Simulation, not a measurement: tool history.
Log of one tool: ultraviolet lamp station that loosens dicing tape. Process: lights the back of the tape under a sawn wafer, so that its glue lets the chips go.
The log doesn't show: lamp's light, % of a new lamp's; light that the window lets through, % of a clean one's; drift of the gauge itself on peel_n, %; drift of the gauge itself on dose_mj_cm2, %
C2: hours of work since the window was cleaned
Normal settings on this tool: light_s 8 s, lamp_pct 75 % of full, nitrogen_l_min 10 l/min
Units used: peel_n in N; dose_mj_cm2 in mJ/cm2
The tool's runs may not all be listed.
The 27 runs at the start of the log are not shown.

Run 28, day 18.754: usual settings but light_s 9 s, lamp_pct 90 % of full, nitrogen_l_min 8 l/min; hours of work of the lamp 540; C2 81. Result: peel_n 0.583 N, dose_mj_cm2 492 mJ/cm2.
Run 29, day 19.408: usual settings but light_s 13 s, lamp_pct 73 % of full, nitrogen_l_min 4 l/min; hours of work of the lamp 552; C2 93. Result: peel_n 0.696 N, dose_mj_cm2 585 mJ/cm2.
Run 30, day 19.917: usual settings but lamp_pct 66 % of full, nitrogen_l_min 7 l/min; hours of work of the lamp 561; C2 102. Result: peel_n 1.350 N, dose_mj_cm2 319 mJ/cm2.
At day 20.012: window cleaned of glue's vapour, once more.
Run 31, day 20.688: usual settings but lamp_pct 66 % of full, nitrogen_l_min 7 l/min; hours of work of the lamp 575; C2 12. Result: peel_n 1.114 N, dose_mj_cm2 377 mJ/cm2.
Run 32, day 21.471: usual settings but lamp_pct 66 % of full, nitrogen_l_min 7 l/min; hours of work of the lamp 590; C2 27. Result: peel_n 1.115 N, dose_mj_cm2 368 mJ/cm2.
Run 33, day 22.375: usual settings but lamp_pct 66 % of full, nitrogen_l_min 7 l/min; hours of work of the lamp 606; C2 43. Result: peel_n 1.089 N, dose_mj_cm2 363 mJ/cm2.
Run 34, day 22.983: usual settings but lamp_pct 66 % of full, nitrogen_l_min 7 l/min; hours of work of the lamp 617; C2 55. Result: peel_n 1.141 N, dose_mj_cm2 359 mJ/cm2.
Run 35, day 23.821: usual settings but lamp_pct 66 % of full, nitrogen_l_min 7 l/min; hours of work of the lamp 633; C2 70. Result: peel_n 1.155 N, dose_mj_cm2 363 mJ/cm2.
Run 36, day 24.754: usual settings but lamp_pct 66 % of full, nitrogen_l_min 7 l/min; hours of work of the lamp 650; C2 87. Result: peel_n 1.133 N, dose_mj_cm2 356 mJ/cm2.
Run 37, day 25.592: usual settings but lamp_pct 66 % of full, nitrogen_l_min 7 l/min; hours of work of the lamp 665; C2 102. Result: peel_n 1.204 N, dose_mj_cm2 354 mJ/cm2.
Run 38, day 26.446: usual settings but lamp_pct 66 % of full, nitrogen_l_min 7 l/min; hours of work of the lamp 681; C2 118. Result: peel_n 1.220 N, dose_mj_cm2 349 mJ/cm2.
Run 39, day 27.529: usual settings but light_s 9 s, lamp_pct 82 % of full, nitrogen_l_min 4 l/min; hours of work of the lamp 701; C2 138. Result: peel_n 0.940 N, dose_mj_cm2 487 mJ/cm2.
Run 40, day 28.129: usual settings but light_s 14 s, lamp_pct 82 % of full, nitrogen_l_min 5 l/min; hours of work of the lamp 712; C2 149. Result: peel_n 0.368 N, dose_mj_cm2 742 mJ/cm2.
Run 41, day 28.796: usual settings but light_s 14 s, lamp_pct 71 % of full, nitrogen_l_min 5 l/min; hours of work of the lamp 724; C2 161. Result: peel_n 0.487 N, dose_mj_cm2 637 mJ/cm2.
Run 42, day 29.808: usual settings but light_s 13 s, nitrogen_l_min 8 l/min; hours of work of the lamp 743; C2 180. Result: peel_n 0.390 N, dose_mj_cm2 624 mJ/cm2.

Below are 5 alternative next runs, each starting from the tool's condition after run 42. Predict each:
Run A, day 30.346: usual settings but light_s 7 s, lamp_pct 64 % of full, nitrogen_l_min 11 l/min; hours of work of the lamp 752; C2 190. Result: peel_n ?, dose_mj_cm2 ?.
Run B, day 30.346: usual settings but light_s 5 s, lamp_pct 63 % of full, nitrogen_l_min 12 l/min; hours of work of the lamp 752; C2 190. Result: peel_n ?, dose_mj_cm2 ?.
Run C, day 30.346: usual settings but light_s 5 s, lamp_pct 94 % of full, nitrogen_l_min 18 l/min; hours of work of the lamp 752; C2 190. Result: peel_n ?, dose_mj_cm2 ?.
Run D, day 30.346: usual settings but light_s 10 s, nitrogen_l_min 4 l/min; hours of work of the lamp 752; C2 190. Result: peel_n ?, dose_mj_cm2 ?.
Run E, day 30.346: usual settings but light_s 4 s, nitrogen_l_min 4 l/min; hours of work of the lamp 752; C2 190. Result: peel_n ?, dose_mj_cm2 ?.

run  peel_n  dose_mj_cm2
  A   1.319          282
  B   2.055          199
  C   1.032          297
  D   0.970          475
  E   2.950          191
Take away the tool's hidden state, keep each run's random variation, and the runs would have read:
run  peel_n  dose_mj_cm2
  A   0.862          366
  B   1.470          258
  C   0.653          386
  D   0.611          617
  E   2.324          247
